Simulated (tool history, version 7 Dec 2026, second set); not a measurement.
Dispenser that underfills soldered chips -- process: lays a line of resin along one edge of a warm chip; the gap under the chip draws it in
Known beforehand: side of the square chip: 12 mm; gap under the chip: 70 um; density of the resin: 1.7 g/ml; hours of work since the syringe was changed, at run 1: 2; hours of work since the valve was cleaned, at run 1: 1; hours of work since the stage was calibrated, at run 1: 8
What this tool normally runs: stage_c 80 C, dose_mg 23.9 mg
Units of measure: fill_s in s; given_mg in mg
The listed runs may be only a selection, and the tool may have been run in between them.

run	hour	stage_c	dose_mg	hours of work since the syringe was changed	hours of work since the valve was cleaned	hours of work since the stage was calibrated	fill_s	given_mg
1	0.0	80	23.9	2	1	8	144.5	23.87
2	3.5	80	23.9	5	4	11	175.7	23.90
# hour 7.1: new syringe of resin
3	9.5	80	23.9	2	8	15	149.5	23.75
4	15.6	80	23.9	7	13	20	201.0	23.91
# hour 17.2: new syringe of resin
5	19.6	80	30.2	2	16	23	141.6	30.08
# hour 27.6: new syringe of resin
6	27.6	80	30.2	0	22	29	127.9	29.99
7	34.6	80	23.9	6	28	35	189.5	23.69
# hour 37.8: new syringe of resin
8	41.8	80	23.9	3	34	40	159.3	23.68
9	46.6	80	23.9	7	37	44	204.5	23.67
# hour 47.7: new syringe of resin
10	51.8	82	30.2	3	41	48	139.0	29.93
# hour 57.7: new syringe of resin
11	59.1	67	28.1	1	47	54	260.1	27.64
12	64.2	67	28.1	5	51	58	332.9	27.71
# hour 67.8: new syringe of resin
13	69.1	77	29.3	1	55	62	159.7	28.85
14	75.2	77	29.3	6	60	66	217.2	28.69

Forecast run 15:
# hour 78.2: new syringe of resin
15	80.7	92	27.4	2	64	71	?	?

{"run 15": {"fill_s": 86.5, "given_mg": 26.86}}
On a tool with no hidden condition, and with the same random variation, this run would have come out at fill_s 75.2 s, given_mg 27.36 mg.
